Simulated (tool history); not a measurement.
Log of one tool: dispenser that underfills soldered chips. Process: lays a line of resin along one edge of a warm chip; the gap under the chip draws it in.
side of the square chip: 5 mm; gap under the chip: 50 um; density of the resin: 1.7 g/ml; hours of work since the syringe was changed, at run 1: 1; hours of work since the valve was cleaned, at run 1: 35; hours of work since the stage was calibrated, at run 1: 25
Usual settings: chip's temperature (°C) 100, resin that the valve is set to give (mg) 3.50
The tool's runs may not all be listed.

run   hour  chip's temperature (°C)  resin that the valve is set to give (mg)  hours of work since the syringe was changed  hours of work since the valve was cleaned  hours of work since the stage was calibrated  time until the resin shows at the far edge (s)  resin that the valve gave (mg)
  1    0.0                      100                                      3.50                                            1                                         35                                            25                                            12.5                            3.37
  2    5.9                      100                                      3.50                                            4                                         39                                            28                                            14.8                            3.36
       7.8  -- new syringe of resin
  3    9.6                      100                                      3.50                                            1                                         41                                            30                                            13.1                            3.33
      16.5  -- new syringe of resin
  4   16.6                      100                                      3.50                                            0                                         45                                            35                                            12.3                            3.34
      18.7  -- dispensing valve cleaned and set on the balance
  5   24.2                       90                                      3.50                                            4                                          4                                            39                                            20.8                            3.50
      26.4  -- new syringe of resin
  6   30.1                       90                                      3.50                                            2                                          7                                            43                                            18.2                            3.46
      35.1  -- new syringe of resin
  7   36.1                       90                                      3.50                                            1                                         11                                            46                                            16.1                            3.47
  8   41.0                       90                                      3.50                                            4                                         14                                            50                                            20.0                            3.43
      43.7  -- new syringe of resin
  9   45.4                      100                                      3.50                                            1                                         17                                            52                                            12.4                            3.45
 10   50.2                      100                                      3.50                                            4                                         20                                            55                                            14.8                            3.44
      52.8  -- new syringe of resin
 11   58.1                      100                                      3.50                                            3                                         25                                            60                                            14.7                            3.42
      61.8  -- new syringe of resin
 12   63.7                      100                                      3.50                                            1                                         28                                            64                                            12.6                            3.41
      70.9  -- new syringe of resin
 13   71.2                      100                                      3.50                                            0                                         33                                            68                                            12.4                            3.35
 14   78.6                      100                                      3.50                                            5                                         37                                            73                                            15.3                            3.36
      79.6  -- new syringe of resin
 15   86.2                      100                                      3.50                                            4                                         42                                            78                                            14.2                            3.38
      88.3  -- new syringe of resin
      93.8  -- dispensing valve cleaned and set on the balance
 16   94.0                      100                                      3.50                                            3                                          0                                            82                                            14.0                            3.48
      98.2  -- new syringe of resin
 17  101.3                      100                                      3.50                                            2                                          5                                            86                                            13.5                            3.49
 18  106.0                      100                                      3.50                                            5                                          8                                            89                                            15.5                            3.45
     107.2  -- new syringe of resin
 19  110.8                       98                                      3.65                                            2                                         11                                            92                                            14.1                            3.62
     116.1  -- new syringe of resin
 20  118.4                       98                                      3.65                                            1                                         15                                            97                                            13.6                            3.61
 21  122.6                      112                                      3.21                                            4                                         18                                           100                                            10.6                            3.18
     124.8  -- new syringe of resin
 22  127.2                      102                                      4.24                                            2                                         21                                           102                                            12.3                            4.19
 23  131.8                      102                                      3.65                                            5                                         24                                           105                                            14.4                            3.58
     133.8  -- new syringe of resin
 24  135.3                      102                                      3.65                                            1                                         26                                           107                                            11.8                            3.56
     142.8  -- new syringe of resin
 25  142.9                      102                                      3.90                                            0                                         30                                           112                                            10.9                            3.82
 26  150.2                      108                                      4.35                                            5                                         35                                           117                                            11.9                            4.22
     151.5  -- new syringe of resin
 27  155.5                       99                                      3.49                                            3                                         38                                           120                                            13.6                            3.36

The next listed run, before its measurement:
     160.2  -- new syringe of resin
 28  162.2                       95                                      3.70                                            1                                         43                                           124                                               ?                               ?

{"run 28": {"time until the resin shows at the far edge (s)": 14.4, "resin that the valve gave (mg)": 3.59}}
Without the tool's hidden state the same run would have given time until the resin shows at the far edge (s) 13.6, resin that the valve gave (mg) 3.73.

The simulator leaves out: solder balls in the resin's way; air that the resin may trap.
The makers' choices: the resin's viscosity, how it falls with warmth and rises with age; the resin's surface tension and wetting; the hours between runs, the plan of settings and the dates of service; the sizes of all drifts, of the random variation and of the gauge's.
